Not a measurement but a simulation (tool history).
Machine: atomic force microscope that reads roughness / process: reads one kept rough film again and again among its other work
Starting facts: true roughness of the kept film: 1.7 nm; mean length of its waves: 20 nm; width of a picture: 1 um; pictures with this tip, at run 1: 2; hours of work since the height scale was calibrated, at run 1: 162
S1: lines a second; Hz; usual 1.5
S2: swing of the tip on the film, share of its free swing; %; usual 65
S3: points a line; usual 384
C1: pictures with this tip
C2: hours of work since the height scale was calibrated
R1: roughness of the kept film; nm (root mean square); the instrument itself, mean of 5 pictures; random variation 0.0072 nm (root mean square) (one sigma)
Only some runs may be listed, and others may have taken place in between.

Run 1, hour 0: usual settings; C1 2; C2 162. Result: R1 1.468 nm (root mean square).
Run 2, hour 5.1: usual settings; C1 12; C2 165. Result: R1 1.461 nm (root mean square).
Run 3, hour 8.9: usual settings but S3 261; C1 19; C2 167. Result: R1 1.433 nm (root mean square).
Run 4, hour 17.1: usual settings but S3 261; C1 34; C2 172. Result: R1 1.416 nm (root mean square).
Run 5, hour 23: usual settings but S3 261; C1 45; C2 175. Result: R1 1.399 nm (root mean square).
Run 6, hour 28: usual settings but S2 87 %; C1 54; C2 178. Result: R1 1.31 nm (root mean square).
Run 7, hour 32.7: usual settings but S2 87 %; C1 63; C2 181. Result: R1 1.312 nm (root mean square).
Run 8, hour 36.8: usual settings but S2 87 %; C1 71; C2 183. Result: R1 1.299 nm (root mean square).
Run 9, hour 41.6: usual settings; C1 79; C2 186. Result: R1 1.389 nm (root mean square).
Run 10, hour 49.8: usual settings; C1 95; C2 191. Result: R1 1.379 nm (root mean square).
Run 11, hour 56.5: usual settings; C1 107; C2 195. Result: R1 1.353 nm (root mean square).
Run 12, hour 65.1: usual settings; C1 123; C2 200. Result: R1 1.348 nm (root mean square).
Run 13, hour 71.2: usual settings; C1 135; C2 203. Result: R1 1.332 nm (root mean square).
Run 14, hour 77.4: usual settings; C1 146; C2 207. Result: R1 1.335 nm (root mean square).
Run 15, hour 85.9: usual settings; C1 162; C2 212. Result: R1 1.313 nm (root mean square).
At hour 90.5: new tip fitted.
Run 16, hour 93: usual settings; C1 5; C2 215. Result: R1 1.469 nm (root mean square).
Run 17, hour 98.1: usual settings; C1 15; C2 218. Result: R1 1.453 nm (root mean square).
Run 18, hour 104.9: usual settings; C1 27; C2 222. Result: R1 1.468 nm (root mean square).
Run 19, hour 111.3: usual settings; C1 39; C2 226. Result: R1 1.448 nm (root mean square).
Run 20, hour 116.5: usual settings; C1 49; C2 229. Result: R1 1.422 nm (root mean square).
Run 21, hour 120.8: usual settings but S1 4 Hz, S3 718; C1 57; C2 232. Result: R1 1.342 nm (root mean square).
Run 22, hour 126.2: usual settings but S1 0.58 Hz, S2 72 %, S3 718; C1 67; C2 235. Result: R1 1.451 nm (root mean square).
Run 23, hour 130.6: usual settings but S1 0.58 Hz, S2 70 %, S3 350; C1 75; C2 237. Result: R1 1.42 nm (root mean square).
Run 24, hour 137.3: usual settings but S1 1.55 Hz, S2 73 %, S3 726; C1 87; C2 241. Result: R1 1.374 nm (root mean square).
Run 25, hour 143.9: usual settings but S1 1.55 Hz, S2 73 %, S3 726; C1 100; C2 245. Result: R1 1.356 nm (root mean square).
Run 26, hour 150: usual settings but S2 74 %, S3 465; C1 111; C2 248. Result: R1 1.336 nm (root mean square).
Run 27, hour 157.6: usual settings but S2 74 %, S3 465; C1 125; C2 253. Result: R1 1.334 nm (root mean square).
Run 28, hour 165: usual settings but S2 56 %; C1 139; C2 257. Result: R1 1.353 nm (root mean square).
Run 29, hour 173.3: usual settings but S2 56 %; C1 154; C2 262. Result: R1 1.353 nm (root mean square).
Run 30, hour 180.3: usual settings but S2 60 %; C1 167; C2 266. Result: R1 1.332 nm (root mean square).
At hour 181.7: new tip fitted.
Run 31, hour 188.4: usual settings but S2 73 %; C1 12; C2 270. Result: R1 1.424 nm (root mean square).
Run 32, hour 193.4: usual settings but S2 73 %; C1 22; C2 273. Result: R1 1.423 nm (root mean square).
Run 33, hour 201.3: usual settings but S1 0.79 Hz, S2 80 %, S3 266; C1 36; C2 278. Result: R1 1.402 nm (root mean square).
Run 34, hour 208.8: usual settings but S3 502; C1 50; C2 282. Result: R1 1.433 nm (root mean square).
Run 35, hour 212.6: usual settings but S1 0.85 Hz, S3 859; C1 57; C2 284. Result: R1 1.461 nm (root mean square).
Run 36, hour 218.4: usual settings but S1 0.82 Hz, S2 88 %, S3 635; C1 68; C2 288. Result: R1 1.389 nm (root mean square).

The next listed run, before its measurement:
Run 37, hour 223.8: usual settings but S1 0.59 Hz, S2 62 %, S3 674; C1 78; C2 291. Result: R1 ?.

R1: 1.456 nm (root mean square)
The same run, on a tool lacking any hidden state, would have yielded R1 1.553 nm (root mean square).
